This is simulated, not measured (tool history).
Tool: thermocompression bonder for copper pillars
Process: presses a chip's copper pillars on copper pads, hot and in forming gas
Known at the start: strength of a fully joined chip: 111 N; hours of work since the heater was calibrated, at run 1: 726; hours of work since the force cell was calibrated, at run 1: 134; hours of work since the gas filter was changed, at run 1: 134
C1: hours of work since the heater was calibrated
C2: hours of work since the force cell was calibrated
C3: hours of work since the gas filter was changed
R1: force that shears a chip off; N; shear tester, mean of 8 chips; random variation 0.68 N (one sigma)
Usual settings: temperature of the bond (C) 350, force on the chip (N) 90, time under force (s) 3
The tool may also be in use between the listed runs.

run 1 hour=0.0 | temperature_of_the_bond_(C)=350 force_on_the_chip_(N)=90 time_under_force_(s)=3 | C1=726 C2=134 C3=134 | R1=64.5
run 2 hour=54.6 | temperature_of_the_bond_(C)=350 force_on_the_chip_(N)=90 time_under_force_(s)=3 | C1=767 C2=175 C3=175 | R1=63.1
run 3 hour=93.1 | temperature_of_the_bond_(C)=350 force_on_the_chip_(N)=90 time_under_force_(s)=3 | C1=797 C2=204 C3=204 | R1=62.3
run 4 hour=129.3 | temperature_of_the_bond_(C)=350 force_on_the_chip_(N)=90 time_under_force_(s)=3 | C1=824 C2=232 C3=232 | R1=61.9
-- hour=148.8 forming gas filter changed
run 5 hour=172.3 | temperature_of_the_bond_(C)=350 force_on_the_chip_(N)=90 time_under_force_(s)=3 | C1=857 C2=264 C3=18 | R1=66.1
run 6 hour=223.5 | temperature_of_the_bond_(C)=350 force_on_the_chip_(N)=90 time_under_force_(s)=3 | C1=896 C2=304 C3=57 | R1=64.6
run 7 hour=290.8 | temperature_of_the_bond_(C)=350 force_on_the_chip_(N)=90 time_under_force_(s)=3 | C1=947 C2=355 C3=108 | R1=64.3
run 8 hour=343.2 | temperature_of_the_bond_(C)=350 force_on_the_chip_(N)=90 time_under_force_(s)=3 | C1=987 C2=395 C3=148 | R1=62.7
run 9 hour=414.2 | temperature_of_the_bond_(C)=350 force_on_the_chip_(N)=90 time_under_force_(s)=8 | C1=1041 C2=449 C3=202 | R1=80.8
-- hour=470.4 forming gas filter changed
run 10 hour=486.0 | temperature_of_the_bond_(C)=350 force_on_the_chip_(N)=90 time_under_force_(s)=8 | C1=1095 C2=503 C3=12 | R1=84.9
run 11 hour=535.4 | temperature_of_the_bond_(C)=350 force_on_the_chip_(N)=108 time_under_force_(s)=3 | C1=1133 C2=541 C3=50 | R1=75.8
-- hour=543.3 force cell calibrated
run 12 hour=575.0 | temperature_of_the_bond_(C)=370 force_on_the_chip_(N)=96 time_under_force_(s)=3 | C1=1162 C2=24 C3=79 | R1=79.7
run 13 hour=619.5 | temperature_of_the_bond_(C)=354 force_on_the_chip_(N)=94 time_under_force_(s)=7 | C1=1196 C2=58 C3=112 | R1=85.1
-- hour=650.2 force cell calibrated, once more
run 14 hour=659.1 | temperature_of_the_bond_(C)=328 force_on_the_chip_(N)=120 time_under_force_(s)=3 | C1=1225 C2=7 C3=142 | R1=61.9
run 15 hour=718.7 | temperature_of_the_bond_(C)=328 force_on_the_chip_(N)=120 time_under_force_(s)=3 | C1=1270 C2=52 C3=187 | R1=62.2
run 16 hour=749.6 | temperature_of_the_bond_(C)=328 force_on_the_chip_(N)=120 time_under_force_(s)=3 | C1=1294 C2=76 C3=210 | R1=62.8
-- hour=798.3 forming gas filter changed
run 17 hour=819.3 | temperature_of_the_bond_(C)=320 force_on_the_chip_(N)=70 time_under_force_(s)=8 | C1=1347 C2=129 C3=16 | R1=50.7

Forecast each of these 4 alternatives for the next run:
run A hour=876.3 | temperature_of_the_bond_(C)=320 force_on_the_chip_(N)=100 time_under_force_(s)=2 | C1=1390 C2=172 C3=59 | R1=?
run B hour=876.3 | temperature_of_the_bond_(C)=346 force_on_the_chip_(N)=106 time_under_force_(s)=8 | C1=1390 C2=172 C3=59 | R1=?
run C hour=876.3 | temperature_of_the_bond_(C)=376 force_on_the_chip_(N)=107 time_under_force_(s)=9 | C1=1390 C2=172 C3=59 | R1=?
run D hour=876.3 | temperature_of_the_bond_(C)=350 force_on_the_chip_(N)=59 time_under_force_(s)=8 | C1=1390 C2=172 C3=59 | R1=?

run=A R1=43.6
run=B R1=87.5
run=C R1=102.1
run=D R1=60.0
Without the tool's hidden state the same runs would have given:
run=A R1=47.0
run=B R1=91.1
run=C R1=104.6
run=D R1=63.7
